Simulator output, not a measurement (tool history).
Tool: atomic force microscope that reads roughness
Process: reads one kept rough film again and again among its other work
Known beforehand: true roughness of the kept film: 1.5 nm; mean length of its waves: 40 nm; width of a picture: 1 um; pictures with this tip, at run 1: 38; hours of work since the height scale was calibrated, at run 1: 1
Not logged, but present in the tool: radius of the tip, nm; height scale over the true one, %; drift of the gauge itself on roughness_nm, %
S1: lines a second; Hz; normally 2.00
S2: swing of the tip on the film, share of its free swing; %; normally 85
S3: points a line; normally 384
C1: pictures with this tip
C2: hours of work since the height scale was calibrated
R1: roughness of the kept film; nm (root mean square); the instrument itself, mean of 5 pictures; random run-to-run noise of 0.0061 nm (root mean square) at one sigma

run     day    S1  S2   S3   C1  C2     R1
  1   0.000  2.00  85  384   38   1  1.114
  2   0.488  2.00  85  384   48   6  1.118
  3   1.296  2.00  85  384   67  16  1.128
  4   2.125  2.00  85  384   85  26  1.113
  5   2.529  2.00  68  384   94  31  1.283
  6   3.262  2.00  68  384  111  40  1.266
  7   3.983  2.00  85  384  127  49  1.105
  8   4.412  2.00  85  384  136  54  1.099
  9   5.033  2.00  85  807  150  62  1.092
      5.142  -- height scale calibrated on a step standard
 10   5.825  2.00  85  807  167   8  1.096
 11   6.375  2.00  85  807  179  15  1.086
 12   7.192  2.00  85  807  197  25  1.078
 13   7.646  2.00  85  601  208  30  1.075
 14   8.138  2.00  85  384  219  36  1.080
 15   8.738  2.00  85  384  232  44  1.075
 16   9.479  2.00  85  384  249  53  1.069
      9.954  -- height scale calibrated on a step standard, once more
 17  10.042  0.67  83  783  260   1  1.269
     10.754  -- new tip fitted
 18  10.917  2.00  69  380    3  11  1.315
 19  11.683  2.00  69  380   20  21  1.293
 20  12.079  2.00  69  380   29  25  1.294
 21  12.896  0.73  63  762   48  35  1.415
 22  13.779  0.73  73  762   67  46  1.370
 23  14.154  3.62  75  384   76  51  1.099
 24  14.867  0.81  73  514   92  59  1.356
 25  15.233  0.81  73  514  100  64  1.349
 26  15.608  0.84  73  266  108  68  1.329
 27  16.425  0.84  73  266  126  78  1.316

For each entry between runs, how does the tool's hidden state at the last listed run before it compare with that at the first listed run after it?
In the gap between runs 9 and 10: height scale calibrated on a step standard (day 5.142)
  radius of the tip, nm: 15.8 -> 17.1; height scale over the true one, %: -0.1 -> -0.15
  measured minus no-state result, R1: -0.044 -> -0.050 nm (root mean square)
In the gap between runs 16 and 17: height scale calibrated on a step standard, once more (day 9.954)
  radius of the tip, nm: 22.8 -> 23.6; height scale over the true one, %: -0.19 -> 0.17
  measured minus no-state result, R1: -0.071 -> -0.083 nm (root mean square)
In the gap between runs 17 and 18: new tip fitted (day 10.754)
  radius of the tip, nm: 23.6 -> 5.3; height scale over the true one, %: 0.17 -> 0.16
  measured minus no-state result, R1: -0.083 -> +0.001 nm (root mean square)

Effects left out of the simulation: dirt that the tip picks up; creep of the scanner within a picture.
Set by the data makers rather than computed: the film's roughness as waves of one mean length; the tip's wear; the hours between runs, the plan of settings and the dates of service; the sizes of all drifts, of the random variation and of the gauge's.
